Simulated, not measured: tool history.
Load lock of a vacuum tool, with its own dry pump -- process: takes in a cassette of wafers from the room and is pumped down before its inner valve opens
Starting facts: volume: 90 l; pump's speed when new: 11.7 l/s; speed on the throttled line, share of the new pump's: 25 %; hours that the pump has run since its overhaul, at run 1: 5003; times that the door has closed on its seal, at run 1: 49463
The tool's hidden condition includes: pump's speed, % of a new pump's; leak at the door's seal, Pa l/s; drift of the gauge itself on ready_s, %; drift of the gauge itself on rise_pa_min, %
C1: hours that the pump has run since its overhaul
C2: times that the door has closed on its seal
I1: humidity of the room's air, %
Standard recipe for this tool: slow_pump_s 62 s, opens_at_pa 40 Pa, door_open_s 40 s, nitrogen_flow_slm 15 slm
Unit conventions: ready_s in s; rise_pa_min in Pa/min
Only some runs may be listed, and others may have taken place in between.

run 1 hour=0 | slow_pump_s=62 opens_at_pa=40 door_open_s=40 nitrogen_flow_slm=15 | C1=5003 C2=49463 | I1=43 | ready_s=107.1 rise_pa_min=0.027
run 2 hour=317.3 | slow_pump_s=62 opens_at_pa=40 door_open_s=32 nitrogen_flow_slm=15 | C1=5320 C2=50654 | I1=44.8 | ready_s=107.7 rise_pa_min=0.015
run 3 hour=775.1 | slow_pump_s=62 opens_at_pa=40 door_open_s=181 nitrogen_flow_slm=15 | C1=5778 C2=52373 | I1=43.1 | ready_s=105.8 rise_pa_min=0.075
run 4 hour=1155.7 | slow_pump_s=61 opens_at_pa=40 door_open_s=181 nitrogen_flow_slm=15 | C1=6159 C2=53803 | I1=42.7 | ready_s=105 rise_pa_min=0.071
run 5 hour=1402.8 | slow_pump_s=61 opens_at_pa=40 door_open_s=181 nitrogen_flow_slm=15 | C1=6406 C2=54731 | I1=43 | ready_s=105.7 rise_pa_min=0.071
run 6 hour=1822.8 | slow_pump_s=61 opens_at_pa=40 door_open_s=181 nitrogen_flow_slm=15 | C1=6826 C2=56308 | I1=44.9 | ready_s=105.1 rise_pa_min=0.071
run 7 hour=2189.5 | slow_pump_s=61 opens_at_pa=40 door_open_s=181 nitrogen_flow_slm=15 | C1=7192 C2=57685 | I1=43.6 | ready_s=107.3 rise_pa_min=0.074
run 8 hour=2689 | slow_pump_s=61 opens_at_pa=40 door_open_s=181 nitrogen_flow_slm=15 | C1=7692 C2=59561 | I1=38.1 | ready_s=105.8 rise_pa_min=0.062
run 9 hour=2931.9 | slow_pump_s=61 opens_at_pa=40 door_open_s=181 nitrogen_flow_slm=15 | C1=7935 C2=60474 | I1=47.2 | ready_s=106.6 rise_pa_min=0.078
run 10 hour=3161.5 | slow_pump_s=61 opens_at_pa=40 door_open_s=181 nitrogen_flow_slm=15 | C1=8164 C2=61336 | I1=45.2 | ready_s=106.1 rise_pa_min=0.074
run 11 hour=3396.3 | slow_pump_s=68 opens_at_pa=40 door_open_s=40 nitrogen_flow_slm=15 | C1=8399 C2=62218 | I1=43.3 | ready_s=111 rise_pa_min=0.032
run 12 hour=3879.1 | slow_pump_s=68 opens_at_pa=40 door_open_s=40 nitrogen_flow_slm=11 | C1=8882 C2=64031 | I1=42.7 | ready_s=111 rise_pa_min=0.027
run 13 hour=4102.4 | slow_pump_s=68 opens_at_pa=40 door_open_s=40 nitrogen_flow_slm=11 | C1=9105 C2=64870 | I1=43.4 | ready_s=110.9 rise_pa_min=0.029
run 14 hour=4574.8 | slow_pump_s=62 opens_at_pa=40 door_open_s=97 nitrogen_flow_slm=15 | C1=9578 C2=66644 | I1=43.1 | ready_s=106.8 rise_pa_min=0.044
run 15 hour=4819.7 | slow_pump_s=62 opens_at_pa=40 door_open_s=97 nitrogen_flow_slm=15 | C1=9823 C2=67564 | I1=45.8 | ready_s=105.1 rise_pa_min=0.05
run 16 hour=5227.5 | slow_pump_s=44 opens_at_pa=28 door_open_s=36 nitrogen_flow_slm=6 | C1=10230 C2=69095 | I1=45.2 | ready_s=95.1 rise_pa_min=0.035
run 17 hour=5499.1 | slow_pump_s=44 opens_at_pa=30 door_open_s=51 nitrogen_flow_slm=25 | C1=10502 C2=70115 | I1=45.7 | ready_s=95.2 rise_pa_min=0.034
run 18 hour=5966.2 | slow_pump_s=62 opens_at_pa=28 door_open_s=40 nitrogen_flow_slm=36 | C1=10969 C2=71870 | I1=45.3 | ready_s=109.7 rise_pa_min=0.018
run 19 hour=6215.1 | slow_pump_s=62 opens_at_pa=40 door_open_s=40 nitrogen_flow_slm=14 | C1=11218 C2=72804 | I1=46.2 | ready_s=107 rise_pa_min=0.027
run 20 hour=6568.2 | slow_pump_s=62 opens_at_pa=36 door_open_s=40 nitrogen_flow_slm=14 | C1=11571 C2=74130 | I1=43.5 | ready_s=107.6 rise_pa_min=0.029

Forecast each of these 5 alternatives for the next run:
-- hour=6909.8 door's seal changed, seat wiped
run A hour=7022.8 | slow_pump_s=80 opens_at_pa=76 door_open_s=184 nitrogen_flow_slm=14 | C1=12024 C2=425 | I1=45.5 | ready_s=? rise_pa_min=?
-- hour=6909.8 door's seal changed, seat wiped
run B hour=7022.8 | slow_pump_s=62 opens_at_pa=40 door_open_s=62 nitrogen_flow_slm=22 | C1=12024 C2=425 | I1=47.5 | ready_s=? rise_pa_min=?
-- hour=6909.8 door's seal changed, seat wiped
run C hour=7022.8 | slow_pump_s=114 opens_at_pa=36 door_open_s=179 nitrogen_flow_slm=9 | C1=12024 C2=425 | I1=39.2 | ready_s=? rise_pa_min=?
-- hour=6909.8 door's seal changed, seat wiped
run D hour=7022.8 | slow_pump_s=62 opens_at_pa=78 door_open_s=40 nitrogen_flow_slm=14 | C1=12024 C2=425 | I1=41.4 | ready_s=? rise_pa_min=?
-- hour=6909.8 door's seal changed, seat wiped
run E hour=7022.8 | slow_pump_s=62 opens_at_pa=40 door_open_s=40 nitrogen_flow_slm=6 | C1=12024 C2=425 | I1=44.5 | ready_s=? rise_pa_min=?

run=A ready_s=114.1 rise_pa_min=0.075
run=B ready_s=106.6 rise_pa_min=0.03
run=C ready_s=146.7 rise_pa_min=0.078
run=D ready_s=100.6 rise_pa_min=0.022
run=E ready_s=107.1 rise_pa_min=0.032
What these runs would have given with no unlogged condition in the tool:
run=A ready_s=114.1 rise_pa_min=0.075
run=B ready_s=106.6 rise_pa_min=0.03
run=C ready_s=146.7 rise_pa_min=0.077
run=D ready_s=100.6 rise_pa_min=0.022
run=E ready_s=107 rise_pa_min=0.032
